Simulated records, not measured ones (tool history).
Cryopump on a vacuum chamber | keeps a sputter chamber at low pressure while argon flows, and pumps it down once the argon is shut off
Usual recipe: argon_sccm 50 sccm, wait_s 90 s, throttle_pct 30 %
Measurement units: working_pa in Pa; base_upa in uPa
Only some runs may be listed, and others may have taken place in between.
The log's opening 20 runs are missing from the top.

run   hour  argon_sccm  wait_s  throttle_pct  working_pa  base_upa
 21  297.6          89      53            30      0.4295      1.69
 22  320.0          89     123            27      0.4734      1.37
 23  330.3          36      45            38      0.1380      1.74
 24  339.6          36      45            38      0.1387      1.84
 25  356.6          61      24            28      0.3159      2.45
 26  366.7          61      24            28      0.3113      2.39
 27  377.1          63      49            31      0.2940      1.80
 28  389.6          63      49            31      0.2954      1.82
 29  403.9          63      49            31      0.2963      1.84
 30  422.3          92      50            30      0.4464      1.85
 31  438.3          92      50            30      0.4457      1.86
 32  450.9          92      50            30      0.4431      1.84
 33  464.4          92      50            30      0.4473      1.87

Consider 5 possible next runs. They are alternatives, not a sequence: every one starts from the tool as it was left by run 33. What does each give?
  A  479.6          50     158            32           ?         ?
  B  479.6          58      90            30           ?         ?
  C  479.6          90      24            16           ?         ?
  D  479.6          50      90            59           ?         ?
  E  479.6          92      50            28           ?         ?

run  working_pa  base_upa
  A      0.2290      1.50
  B      0.2806      1.65
  C      0.7867      2.52
  D      0.1329      1.64
  E      0.4739      1.93
Stripped of hidden state, with their random variation kept, the same runs would have yielded:
run  working_pa  base_upa
  A      0.2128      0.42
  B      0.2619      0.56
  C      0.7578      1.42
  D      0.1167      0.57
  E      0.4443      0.84
